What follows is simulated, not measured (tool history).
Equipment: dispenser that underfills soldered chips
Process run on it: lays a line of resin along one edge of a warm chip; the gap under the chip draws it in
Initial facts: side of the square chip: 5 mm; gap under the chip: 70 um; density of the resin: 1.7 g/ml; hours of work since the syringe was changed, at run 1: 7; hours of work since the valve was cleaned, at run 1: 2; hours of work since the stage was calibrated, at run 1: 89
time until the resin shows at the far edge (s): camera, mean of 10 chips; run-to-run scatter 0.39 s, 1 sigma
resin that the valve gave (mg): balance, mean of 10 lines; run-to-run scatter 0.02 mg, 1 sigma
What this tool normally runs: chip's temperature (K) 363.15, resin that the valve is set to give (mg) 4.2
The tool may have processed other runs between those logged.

run,hour,chip's temperature (K),resin that the valve is set to give (mg),hours of work since the syringe was changed,hours of work since the valve was cleaned,hours of work since the stage was calibrated,time until the resin shows at the far edge (s),resin that the valve gave (mg)
1,0,363.15,4.2,7,2,89,33.6,4.18
# hour 5.7: new syringe of resin
2,13.1,363.15,3.95,5,10,97,29.6,3.9
# hour 23.1: new syringe of resin
3,26.5,363.15,3.66,2,18,105,26.5,3.62
4,37.8,351.15,3.66,9,25,112,62.6,3.64
# hour 40.5: new syringe of resin
5,45.5,351.15,3.66,3,30,117,46.4,3.59
# hour 57.5: new syringe of resin
6,60.9,351.15,3.66,2,39,126,43.4,3.58
7,68.1,351.15,3.66,7,44,130,54.7,3.56
# hour 74.5: new syringe of resin
8,74.5,361.15,4.2,0,47,134,25.5,4.1
9,87.2,361.15,5.24,8,55,142,36.1,5.11
# hour 91.6: new syringe of resin
10,99.8,356.15,5.24,5,63,150,39,5.1
# hour 108.5: new syringe of resin
11,108.5,356.15,5.24,0,68,155,29.6,5.04
# hour 118: dispensing valve cleaned and set on the balance
12,123.4,356.15,5.24,9,3,164,44.6,5.2
# hour 126.9: new syringe of resin
13,135,356.15,5.24,5,10,171,37.9,5.21
# hour 144.6: new syringe of resin
14,147,356.15,5.24,2,18,178,32.9,5.17
15,160.1,356.15,5.24,10,26,186,47.8,5.19
# hour 161.6: new syringe of resin
16,173.3,356.15,5.24,7,34,194,41.7,5.16
# hour 179: new syringe of resin
17,187.1,373.15,4.2,5,42,203,19.6,4.14
# hour 196.1: new syringe of resin
18,196.5,373.15,4.2,0,48,208,15.9,4.14
19,205.1,355.15,4.56,6,53,214,41,4.45
# hour 213.4: new syringe of resin
20,214.5,367.15,4.56,1,59,219,20.1,4.41
21,226.5,367.15,4.92,8,66,227,28,4.76
# hour 230.6: new syringe of resin
# hour 239.2: dispensing valve cleaned and set on the balance
22,240,367.15,4.92,5,1,234,24.7,4.91
# hour 248.4: new syringe of resin
23,249.8,349.15,4.36,1,6,240,42.3,4.33
24,261.1,353.15,3.97,8,13,247,50.2,3.92
# hour 265.9: new syringe of resin
25,276,355.15,4.87,6,23,256,41.2,4.83
# hour 282.7: new syringe of resin
26,282.7,355.15,4.87,0,27,260,30.9,4.82
27,291.2,355.15,4.05,5,32,266,40.6,4.01
# hour 299.9: new syringe of resin
28,299.9,364.15,4.2,0,37,271,21.9,4.13
29,309.5,364.15,4.2,6,43,277,28.7,4.12
30,316,358.15,4.89,10,47,281,43.8,4.8
# hour 316.9: new syringe of resin
31,326.5,359.15,3.97,6,53,287,35.1,3.86
# hour 333.8: new syringe of resin
32,335.2,378.15,5.43,1,59,293,12.9,5.26

Estimate the outcome of run 33 from the log above:
33,344.2,378.15,5.43,6,64,298,?,?

Run 33 measured time until the resin shows at the far edge (s) 17.7, resin that the valve gave (mg) 5.26.
Had the tool carried no hidden state, the very same run would have given time until the resin shows at the far edge (s) 14, resin that the valve gave (mg) 5.42.
